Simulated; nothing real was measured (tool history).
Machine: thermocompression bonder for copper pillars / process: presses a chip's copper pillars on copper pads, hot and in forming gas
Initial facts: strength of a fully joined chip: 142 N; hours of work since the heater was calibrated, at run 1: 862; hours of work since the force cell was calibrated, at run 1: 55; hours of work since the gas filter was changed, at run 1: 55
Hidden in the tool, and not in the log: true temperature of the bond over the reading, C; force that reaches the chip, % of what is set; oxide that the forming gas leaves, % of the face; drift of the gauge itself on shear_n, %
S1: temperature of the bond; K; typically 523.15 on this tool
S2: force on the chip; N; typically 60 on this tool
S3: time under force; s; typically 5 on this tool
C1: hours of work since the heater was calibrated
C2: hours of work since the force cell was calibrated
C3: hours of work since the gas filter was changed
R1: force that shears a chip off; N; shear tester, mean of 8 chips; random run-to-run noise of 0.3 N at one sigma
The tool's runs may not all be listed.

Run 1, hour 0.0: usual settings; C1 862; C2 55; C3 55. Result: R1 87.3 N.
At hour 62.1: heater calibrated with a thermocouple chip.
Run 2, hour 64.7: usual settings but S3 3 s; C1 2; C2 98; C3 98. Result: R1 68.4 N.
Run 3, hour 102.3: usual settings but S3 3 s; C1 28; C2 124; C3 124. Result: R1 68.4 N.
Run 4, hour 130.1: usual settings; C1 47; C2 144; C3 144. Result: R1 81.0 N.
Run 5, hour 173.0: usual settings; C1 77; C2 173; C3 173. Result: R1 79.9 N.
Run 6, hour 230.1: usual settings but S3 10 s; C1 116; C2 213; C3 213. Result: R1 96.6 N.
Run 7, hour 260.1: usual settings but S1 536.15 K, S2 58 N; C1 137; C2 234; C3 234. Result: R1 86.6 N.
Run 8, hour 299.8: usual settings but S1 516.15 K, S2 87 N, S3 4 s; C1 164; C2 261; C3 261. Result: R1 82.7 N.
Run 9, hour 351.5: usual settings but S1 544.15 K, S2 80 N, S3 4 s; C1 200; C2 297; C3 297. Result: R1 96.5 N.
Run 10, hour 404.9: usual settings but S1 496.15 K, S2 37 N, S3 3 s; C1 237; C2 334; C3 334. Result: R1 37.1 N.
Run 11, hour 444.8: usual settings but S1 515.15 K, S2 63 N, S3 3 s; C1 265; C2 361; C3 361. Result: R1 62.1 N.

Forecast each of these 4 alternatives for the next run:
Run A, hour 513.1: usual settings but S1 538.15 K; C1 312; C2 409; C3 409. Result: R1 ?.
Run B, hour 513.1: usual settings but S1 540.15 K, S3 4 s; C1 312; C2 409; C3 409. Result: R1 ?.
Run C, hour 513.1: usual settings but S1 542.15 K, S2 54 N, S3 11 s; C1 312; C2 409; C3 409. Result: R1 ?.
Run D, hour 513.1: usual settings but S3 8 s; C1 312; C2 409; C3 409. Result: R1 ?.

run     R1
  A   86.1
  B   82.4
  C  102.5
  D   88.3
Without the tool's hidden state the same runs would have given:
run     R1
  A   93.3
  B   89.1
  C  111.6
  D   95.5
